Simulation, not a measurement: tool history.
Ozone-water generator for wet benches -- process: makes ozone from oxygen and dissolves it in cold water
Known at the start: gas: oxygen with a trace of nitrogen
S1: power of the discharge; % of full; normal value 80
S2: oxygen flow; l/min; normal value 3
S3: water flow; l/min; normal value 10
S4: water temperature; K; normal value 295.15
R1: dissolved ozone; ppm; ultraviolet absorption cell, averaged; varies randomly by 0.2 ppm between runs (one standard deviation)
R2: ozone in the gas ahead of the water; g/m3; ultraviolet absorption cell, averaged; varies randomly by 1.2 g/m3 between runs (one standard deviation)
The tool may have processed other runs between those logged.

run	hour	S1	S2	S3	S4	R1	R2
1	0	80	3	10	295.15	28.1	227
2	48.6	80	3	10	294.15	28.7	227.1
3	116.9	80	3	10	294.15	28.4	227
4	170.5	80	3	10	294.15	28.5	223.3
5	209.2	47	3	10	295.15	17.5	140.5
6	246	47	3	10	295.15	17.4	140.8
7	276.1	47	3	10	295.15	17.7	139.7
8	345.1	47	3	10	295.15	17.4	141.3
9	397.6	47	3	10	295.15	17.4	138.2
10	468.7	80	3	10	295.15	28.1	225.3
11	523.5	80	3	10	295.15	28.2	226.9
12	556.5	80	3	13	295.15	23.5	225.1
13	609	80	3	13	295.15	23.2	225.2
14	660.2	80	3	13	295.15	23.6	227.7
15	722.4	80	3	10	295.15	27.9	225.8
16	781.1	80	3	10	295.15	28.2	225.9
17	854.1	80	2.46	10	295.15	27.2	241.3

Run 18 is up next; what results do you expect?
18	914.3	48	3.91	9	295.15	?	?

Logged for run 18: R1 19.7 ppm, R2 132.3 g/m3.
The same run, on a tool lacking any hidden state, would have yielded R1 19.7 ppm, R2 132.3 g/m3.
